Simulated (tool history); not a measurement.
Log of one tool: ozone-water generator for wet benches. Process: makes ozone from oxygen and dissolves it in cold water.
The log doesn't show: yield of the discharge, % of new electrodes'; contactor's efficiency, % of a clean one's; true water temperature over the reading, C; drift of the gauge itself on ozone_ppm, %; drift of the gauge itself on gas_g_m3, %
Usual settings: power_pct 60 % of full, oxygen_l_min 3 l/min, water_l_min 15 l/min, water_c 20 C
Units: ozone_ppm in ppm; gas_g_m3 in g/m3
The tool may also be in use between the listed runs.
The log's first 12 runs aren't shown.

run    hour  power_pct  oxygen_l_min  water_l_min  water_c  hours of work since the electrodes were changed  hours of work since the contactor was cleaned  hours of work since the thermometer was calibrated  ozone_ppm  gas_g_m3
 13    1294         71             3           15       20                                             2540                                            287                                                1795       12.1     174.2
 14  1432.4         71             3           15       20                                             2657                                            404                                                1913       12.2     175.4
 15  1539.1         71             3           17       20                                             2747                                            495                                                2003         11     175.5
       1601  -- contactor cleaned, once more
 16  1616.4         71             3           17       24                                             2809                                             13                                                2065       10.4     174.5
 17  1715.7         71             3           17       24                                             2894                                             97                                                2149       10.3     173.4
 18    1856         71             3           17       24                                             3013                                            216                                                2268       10.2     174.3
 19    1939         71          3.32           10       24                                             3083                                            287                                                2339       15.9     163.8
 20  2044.8         61          1.88           17       20                                             3173                                            376                                                2428        8.9     187.6
 21  2107.1         61          1.61           17       20                                             3225                                            429                                                2481        8.2     202.6
 22  2216.9         60             3           12       20                                             3319                                            522                                                2574       12.8     150.4
 23  2328.3         64             3           14       20                                             3413                                            617                                                2669         12     157.3
 24  2473.2         60          5.19           15       21                                             3536                                            739                                                2791         11       119
 25  2566.3         60             3           23       17                                             3615                                            818                                                2870          7     150.5
 26  2698.9         73             3           23       17                                             3727                                            931                                                2983        8.4     174.6
 27  2758.6         73             3           23       17                                             3778                                            981                                                3033        8.5     176.4
 28  2899.5         42          3.79           11       17                                             3897                                           1101                                                3153       10.7     100.3
 29  3000.9         65             3           15       25                                             3983                                           1187                                                3239       10.3     158.4
 30  3087.3         67          3.77           15       26                                             4056                                           1260                                                3312       10.8     145.9
 31    3209         67           1.6           15       16                                             4159                                           1363                                                3415        9.9     213.1
 32  3307.9         67           1.6           15       16                                             4243                                           1447                                                3499       10.1     212.7
 33  3391.3         54          2.71           15       21                                             4314                                           1518                                                3570        9.4     142.8

3 ways to go on from here, each from the tool as it stands after run 33. What would each give?
  A  3507.5         60             3           18       20                                             4412                                           1616                                                3668          ?         ?
  B  3507.5         86             3           15       20                                             4412                                           1616                                                3668          ?         ?
  C  3507.5         54          3.66           15       21                                             4412                                           1616                                                3668          ?         ?

run  ozone_ppm  gas_g_m3
  A        8.5     147.5
  B       13.8     196.8
  C        9.8     124.5
Without the tool's hidden state the same runs would have given:
run  ozone_ppm  gas_g_m3
  A        9.3     157.3
  B       15.5     214.5
  C       10.6     131.9
